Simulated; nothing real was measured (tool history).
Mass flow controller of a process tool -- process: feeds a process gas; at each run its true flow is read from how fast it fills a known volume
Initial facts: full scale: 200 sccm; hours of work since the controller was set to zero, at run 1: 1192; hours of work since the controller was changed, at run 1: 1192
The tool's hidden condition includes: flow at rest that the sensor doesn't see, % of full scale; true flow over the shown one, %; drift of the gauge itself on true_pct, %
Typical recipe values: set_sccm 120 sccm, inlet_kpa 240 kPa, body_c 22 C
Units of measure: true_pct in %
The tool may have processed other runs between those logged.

run    hour  set_sccm  inlet_kpa  body_c  hours of work since the controller was set to zero  hours of work since the controller was changed  true_pct
  1       0       120        240      22                                                1192                                            1192     99.16
  2   452.6       120        240      22                                                1432                                            1432     99.12
  3   691.2       120        240      22                                                1559                                            1559     98.98
  4   997.7        64        240      22                                                1722                                            1722     98.19
  5  1330.6        59        240      22                                                1899                                            1899     98.07
  6  1722.6        59        240      22                                                2107                                            2107        98
  7  2104.6       120        240      22                                                2310                                            2310     98.76
  8  2611.6       120        240      22                                                2579                                            2579     98.62
  9  3065.4       120        246      22                                                2820                                            2820     98.64
 10    3490       174        271      22                                                3046                                            3046     99.34
 11  3966.1       174        271      22                                                3299                                            3299     99.18
 12  4358.2       174        271      22                                                3507                                            3507     99.26
 13  4810.7       174        271      22                                                3748                                            3748     99.07
 14    5060        82        242      32                                                3880                                            3880      98.4
 15  5579.1        21        240      22                                                4156                                            4156     96.95
     5850.4  -- gauge calibrated
 16  5856.2       120        220      27                                                4303                                            4303     99.18
 17  6355.6        40        240      22                                                4568                                            4568     97.94

Forecast each of these 5 alternatives for the next run:
  A  6771.7       104        240      22                                                4789                                            4789         ?
  B  6771.7       158        240      22                                                4789                                            4789         ?
  C  6771.7       140        221      40                                                4789                                            4789         ?
  D  6771.7        34        147      37                                                4789                                            4789         ?
  E  6771.7       120        170      34                                                4789                                            4789         ?

run  true_pct
  A     98.82
  B     99.47
  C    100.14
  D     97.97
  E     99.26
The same runs, with their run-to-run variation unchanged, on a tool lacking any hidden condition would have given:
run  true_pct
  A     98.96
  B     99.61
  C    100.28
  D      98.1
  E     99.41

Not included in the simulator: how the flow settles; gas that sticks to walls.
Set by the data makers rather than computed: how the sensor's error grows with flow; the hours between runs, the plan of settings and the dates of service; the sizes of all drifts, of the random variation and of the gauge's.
